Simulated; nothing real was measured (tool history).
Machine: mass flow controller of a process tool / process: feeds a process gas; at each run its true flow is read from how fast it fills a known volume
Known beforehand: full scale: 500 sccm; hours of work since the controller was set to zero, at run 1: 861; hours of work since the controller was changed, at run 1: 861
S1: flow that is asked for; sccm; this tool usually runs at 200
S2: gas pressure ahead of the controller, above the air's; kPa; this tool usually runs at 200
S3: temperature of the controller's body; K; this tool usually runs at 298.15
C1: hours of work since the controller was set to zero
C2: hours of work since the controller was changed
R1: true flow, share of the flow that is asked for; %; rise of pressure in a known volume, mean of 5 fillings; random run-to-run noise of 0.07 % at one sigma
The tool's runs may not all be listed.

{"run": 1, "day": 0.0, "S1": 200, "S2": 200, "S3": 298.15, "C1": 861, "C2": 861, "R1": 97.56}
{"run": 2, "day": 4.712, "S1": 200, "S2": 200, "S3": 298.15, "C1": 915, "C2": 915, "R1": 97.57}
{"run": 3, "day": 10.621, "S1": 200, "S2": 200, "S3": 298.15, "C1": 982, "C2": 982, "R1": 97.47}
{"run": 4, "day": 14.733, "S1": 200, "S2": 207, "S3": 298.15, "C1": 1029, "C2": 1029, "R1": 97.54}
{"run": 5, "day": 19.829, "S1": 200, "S2": 200, "S3": 297.15, "C1": 1088, "C2": 1088, "R1": 97.46}
{"run": 6, "day": 23.517, "S1": 200, "S2": 200, "S3": 297.15, "C1": 1130, "C2": 1130, "R1": 97.41}
{"day": 23.992, "done": "controller's zero set anew"}
{"run": 7, "day": 26.712, "S1": 92, "S2": 200, "S3": 304.15, "C1": 31, "C2": 1166, "R1": 95.61}
{"run": 8, "day": 31.467, "S1": 193, "S2": 221, "S3": 293.15, "C1": 86, "C2": 1221, "R1": 96.65}
{"run": 9, "day": 34.021, "S1": 193, "S2": 202, "S3": 299.15, "C1": 115, "C2": 1250, "R1": 97.0}
{"day": 36.404, "done": "controller's zero set anew, once more"}
{"run": 10, "day": 36.838, "S1": 79, "S2": 253, "S3": 298.15, "C1": 5, "C2": 1282, "R1": 96.94}

Consider 3 possible next runs. They are alternatives, not a sequence: every one starts from the tool as it was left by run 10. What does each give?
{"run": "A", "day": 40.121, "S1": 200, "S2": 200, "S3": 304.15, "C1": 43, "C2": 1320, "R1": "?"}
{"run": "B", "day": 40.121, "S1": 79, "S2": 160, "S3": 302.15, "C1": 43, "C2": 1320, "R1": "?"}
{"run": "C", "day": 40.121, "S1": 61, "S2": 176, "S3": 295.15, "C1": 43, "C2": 1320, "R1": "?"}

run=A R1=98.46
run=B R1=97.69
run=C R1=97.00
With the hidden condition removed and each run's random variation left untouched, the same runs would have given:
run=A R1=98.77
run=B R1=98.18
run=C R1=97.58

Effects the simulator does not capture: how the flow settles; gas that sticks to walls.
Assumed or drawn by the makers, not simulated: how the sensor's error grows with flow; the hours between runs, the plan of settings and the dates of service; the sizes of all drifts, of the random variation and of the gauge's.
